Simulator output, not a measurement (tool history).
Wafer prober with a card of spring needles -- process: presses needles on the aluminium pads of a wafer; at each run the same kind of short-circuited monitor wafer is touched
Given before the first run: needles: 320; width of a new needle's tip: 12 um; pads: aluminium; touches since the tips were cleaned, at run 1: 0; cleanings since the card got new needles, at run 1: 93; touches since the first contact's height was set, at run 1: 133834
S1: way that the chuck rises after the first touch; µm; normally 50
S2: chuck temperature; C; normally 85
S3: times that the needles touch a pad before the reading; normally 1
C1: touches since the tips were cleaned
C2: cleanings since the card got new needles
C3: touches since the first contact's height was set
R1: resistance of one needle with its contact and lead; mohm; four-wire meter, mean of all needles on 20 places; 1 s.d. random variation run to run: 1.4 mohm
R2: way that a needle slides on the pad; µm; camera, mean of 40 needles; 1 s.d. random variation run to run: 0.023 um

run 1 hour=0 | S1=50 S2=85 S3=1 | C1=0 C2=93 C3=133834 | R1=133 R2=10.86
-- hour=4.6 height of the first contact set anew
-- hour=21.2 tips cleaned on abrasive film
run 2 hour=37.7 | S1=50 S2=85 S3=1 | C1=6568 C2=94 C3=13119 | R1=172 R2=11.05
-- hour=41.5 tips cleaned on abrasive film
-- hour=63.4 tips cleaned on abrasive film
-- hour=86.2 tips cleaned on abrasive film
run 3 hour=86.2 | S1=50 S2=85 S3=1 | C1=0 C2=97 C3=32257 | R1=134 R2=11.01
-- hour=107.9 tips cleaned on abrasive film
run 4 hour=123.9 | S1=50 S2=85 S3=1 | C1=6342 C2=98 C3=47202 | R1=169 R2=10.94
-- hour=130 tips cleaned on abrasive film
-- hour=150.3 tips cleaned on abrasive film
run 5 hour=162.6 | S1=50 S2=85 S3=2 | C1=4920 C2=100 C3=62523 | R1=156 R2=10.92
-- hour=171.9 tips cleaned on abrasive film
-- hour=192.9 tips cleaned on abrasive film
-- hour=213.6 tips cleaned on abrasive film
run 6 hour=214.4 | S1=66 S2=85 S3=1 | C1=332 C2=103 C3=82979 | R1=133 R2=14.42
-- hour=235.8 tips cleaned on abrasive film
-- hour=257.1 tips cleaned on abrasive film
run 7 hour=265.3 | S1=36 S2=85 S3=1 | C1=3264 C2=105 C3=103136 | R1=191 R2=7.78
-- hour=278 tips cleaned on abrasive film
run 8 hour=291.5 | S1=50 S2=85 S3=1 | C1=5359 C2=106 C3=113504 | R1=170 R2=10.85
-- hour=299.1 tips cleaned on abrasive film
-- hour=322.2 tips cleaned on abrasive film
run 9 hour=330.2 | S1=50 S2=63 S3=1 | C1=3184 C2=108 C3=128775 | R1=158 R2=10.84
-- hour=345 tips cleaned on abrasive film
-- hour=348.3 height of the first contact set anew
-- hour=366.7 tips cleaned on abrasive film
run 10 hour=366.7 | S1=50 S2=63 S3=1 | C1=0 C2=110 C3=7256 | R1=128 R2=11.01
-- hour=387.2 tips cleaned on abrasive film
-- hour=408.1 tips cleaned on abrasive film
run 11 hour=409.1 | S1=50 S2=63 S3=1 | C1=388 C2=112 C3=24032 | R1=136 R2=11.02
-- hour=430.8 tips cleaned on abrasive film
run 12 hour=443.7 | S1=50 S2=63 S3=1 | C1=5096 C2=113 C3=37721 | R1=167 R2=10.96
-- hour=452.3 tips cleaned on abrasive film
-- hour=474.6 tips cleaned on abrasive film
run 13 hour=489 | S1=50 S2=30 S3=1 | C1=5728 C2=115 C3=55667 | R1=174 R2=10.93
-- hour=497.8 tips cleaned on abrasive film
-- hour=519.1 tips cleaned on abrasive film
-- hour=541.5 tips cleaned on abrasive film
run 14 hour=543.5 | S1=50 S2=31 S3=2 | C1=811 C2=118 C3=77211 | R1=129 R2=10.87
-- hour=565.5 tips cleaned on abrasive film
run 15 hour=569.4 | S1=69 S2=72 S3=1 | C1=1564 C2=119 C3=87470 | R1=133 R2=15.13
-- hour=585.5 tips cleaned on abrasive film
-- hour=608 tips cleaned on abrasive film
run 16 hour=623.2 | S1=50 S2=58 S3=1 | C1=6041 C2=121 C3=108756 | R1=172 R2=10.86
-- hour=632.2 tips cleaned on abrasive film
run 17 hour=647.8 | S1=70 S2=85 S3=1 | C1=6218 C2=122 C3=118492 | R1=150 R2=15.3
-- hour=655.2 tips cleaned on abrasive film
run 18 hour=674.9 | S1=42 S2=94 S3=2 | C1=7817 C2=123 C3=129223 | R1=172 R2=9.09
-- hour=678.9 tips cleaned on abrasive film
-- hour=692.2 height of the first contact set anew
-- hour=700.5 tips cleaned on abrasive film
-- hour=722.3 tips cleaned on abrasive film
run 19 hour=729.5 | S1=42 S2=94 S3=2 | C1=2869 C2=126 C3=14727 | R1=159 R2=9.24
-- hour=743.9 tips cleaned on abrasive film
run 20 hour=752.5 | S1=42 S2=94 S3=2 | C1=3418 C2=127 C3=23827 | R1=162 R2=9.23
-- hour=764.6 tips cleaned on abrasive film
run 21 hour=780.1 | S1=50 S2=85 S3=1 | C1=6149 C2=128 C3=34745 | R1=173 R2=10.99
-- hour=788.7 tips cleaned on abrasive film
-- hour=813 tips cleaned on abrasive film
run 22 hour=824.6 | S1=50 S2=85 S3=1 | C1=4603 C2=130 C3=52352 | R1=170 R2=10.93
-- hour=836.1 tips cleaned on abrasive film
-- hour=857.2 tips cleaned on abrasive film
run 23 hour=868.1 | S1=53 S2=44 S3=1 | C1=4333 C2=132 C3=69590 | R1=159 R2=11.56
-- hour=880.3 tips cleaned on abrasive film
-- hour=901.1 tips cleaned on abrasive film
run 24 hour=901.1 | S1=55 S2=123 S3=1 | C1=0 C2=134 C3=82604 | R1=136 R2=12

Below, each run's measurement less what the same run would have read without the hidden state. Both values contain the same run-to-run variation, but the gauge's scatter may not be the same in both:
Unlogged tool condition in this case: debris on the tips, nm; way that the needles fall short of the set height, um; tips' diameter, um; drift of the gauge itself on contact_mohm, %; drift of the gauge itself on scrub_um, %.
run=1 R1=+5 R2=-0.2
run=2 R1=+43 R2=-0.01
run=3 R1=+7 R2=-0.05
run=4 R1=+43 R2=-0.07
run=5 R1=+26 R2=-0.09
run=6 R1=+5 R2=-0.12
run=7 R1=+59 R2=-0.14
run=8 R1=+42 R2=-0.15
run=9 R1=+34 R2=-0.18
run=10 R1=+4 R2=-0.01
run=11 R1=+13 R2=-0.04
run=12 R1=+42 R2=-0.06
run=13 R1=+51 R2=-0.08
run=14 R1=+9 R2=-0.11
run=15 R1=+11 R2=-0.13
run=16 R1=+48 R2=-0.15
run=17 R1=+24 R2=-0.16
run=18 R1=+41 R2=-0.18
run=19 R1=+28 R2=-0.03
run=20 R1=+31 R2=-0.04
run=21 R1=+46 R2=-0.05
run=22 R1=+42 R2=-0.08
run=23 R1=+40 R2=-0.1
run=24 R1=+3 R2=-0.12

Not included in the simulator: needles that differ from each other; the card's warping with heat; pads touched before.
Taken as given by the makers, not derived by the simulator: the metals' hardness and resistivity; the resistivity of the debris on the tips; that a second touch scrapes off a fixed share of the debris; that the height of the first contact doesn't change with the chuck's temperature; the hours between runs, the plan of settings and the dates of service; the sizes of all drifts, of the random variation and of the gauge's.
